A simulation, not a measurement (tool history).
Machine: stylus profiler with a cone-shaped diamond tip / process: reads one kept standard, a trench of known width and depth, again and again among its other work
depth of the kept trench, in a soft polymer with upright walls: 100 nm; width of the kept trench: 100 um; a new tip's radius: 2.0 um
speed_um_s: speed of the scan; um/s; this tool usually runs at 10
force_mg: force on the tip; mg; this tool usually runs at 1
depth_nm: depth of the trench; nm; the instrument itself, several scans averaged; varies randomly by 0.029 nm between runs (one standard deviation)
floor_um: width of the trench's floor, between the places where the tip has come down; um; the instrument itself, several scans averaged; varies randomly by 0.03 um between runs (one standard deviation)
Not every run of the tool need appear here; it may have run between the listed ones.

run	hour	speed_um_s	force_mg	depth_nm	floor_um
1	0	10	1	100.37	98.66
2	71.2	5	1	100.39	98.66
3	139.9	5	1	100.41	98.73
4	200.6	10	2.83	100.76	98.66
5	268.6	10	2.83	100.8	98.67
6	305	10	2.83	100.77	98.63
7	362.2	3	2.83	100.77	98.7
8	427.8	3	2.83	100.85	98.66
9	476.5	3	2.83	100.81	98.69
10	518.1	3	2.83	100.81	98.74
11	573.4	3	2.83	100.77	98.74
12	604.5	10	0.37	100.2	98.59
13	642.9	10	1	100.37	98.59
14	684.3	10	1	100.42	98.66
15	730.2	10	1.01	100.38	98.64
16	762.2	10	0.34	100.22	98.58
17	832.2	10	0.34	100.18	98.56
18	868.6	4	1	100.42	98.65
19	924.6	4	1	100.4	98.67
20	989.3	4	1	100.4	98.67
21	1026.5	7	1	100.35	98.63
22	1066.5	7	1	100.39	98.68
23	1122.4	11	1	100.37	98.69
24	1186	11	1	100.38	98.67
25	1224.7	36	1.08	100.42	98.44
26	1254.4	2	0.36	100.2	98.69
27	1286.6	5	0.6	100.32	98.71
28	1325.4	5	0.6	100.24	98.66
29	1392.6	14	0.49	100.24	98.52
30	1432.7	2	1.39	100.47	98.71
31	1484.2	5	0.35	100.18	98.62
32	1520.5	10	0.68	100.33	98.66
33	1588.9	4	1.3	100.46	98.7
# hour 1648.8: new tip fitted, height scale calibrated
34	1649.6	4	1.3	100.46	98.73
35	1686.5	10	1.76	100.55	98.64
36	1754	26	1	100.38	98.51
37	1807.9	26	1	100.41	98.56
38	1844.8	8	1.77	100.57	98.66
39	1903.3	8	1.77	100.64	98.69
40	1944.6	4	0.83	100.35	98.63
41	1980.5	4	0.91	100.32	98.74
42	2024.2	4	0.91	100.39	98.7
43	2057.3	3	2.53	100.79	98.74
44	2113.2	8	0.75	100.31	98.71
45	2165.6	8	0.75	100.34	98.62
46	2231.1	17	1.42	100.48	98.62
47	2281.1	11	1.42	100.47	98.64

Subtracting, for every run, the result it would have given without the tool's unlogged condition from the measured result gives the following. The same run-to-run variation enters both numbers; the gauge's scatter may not:
The hidden state here: radius of the tip, um; height scale over the true one, %; drift of the gauge itself on depth_nm, %; drift of the gauge itself on floor_um, %.
run	floor_um
1	-0.02
2	-0.02
3	-0.02
4	-0.02
5	-0.02
6	-0.02
7	-0.03
8	-0.03
9	-0.03
10	-0.02
11	-0.02
12	-0.03
13	-0.03
14	-0.03
15	-0.02
16	-0.03
17	-0.03
18	-0.03
19	-0.03
20	-0.03
21	-0.03
22	-0.03
23	-0.03
24	-0.03
25	-0.03
26	-0.03
27	-0.04
28	-0.03
29	-0.03
30	-0.04
31	-0.04
32	-0.04
33	-0.03
34	+0
35	+0
36	+0
37	+0
38	+0
39	+0
40	+0
41	-0.01
42	-0.01
43	+0
44	+0
45	-0.01
46	-0.01
47	-0.01
depth_nm: within 0.01 nm of the measured result in every run.
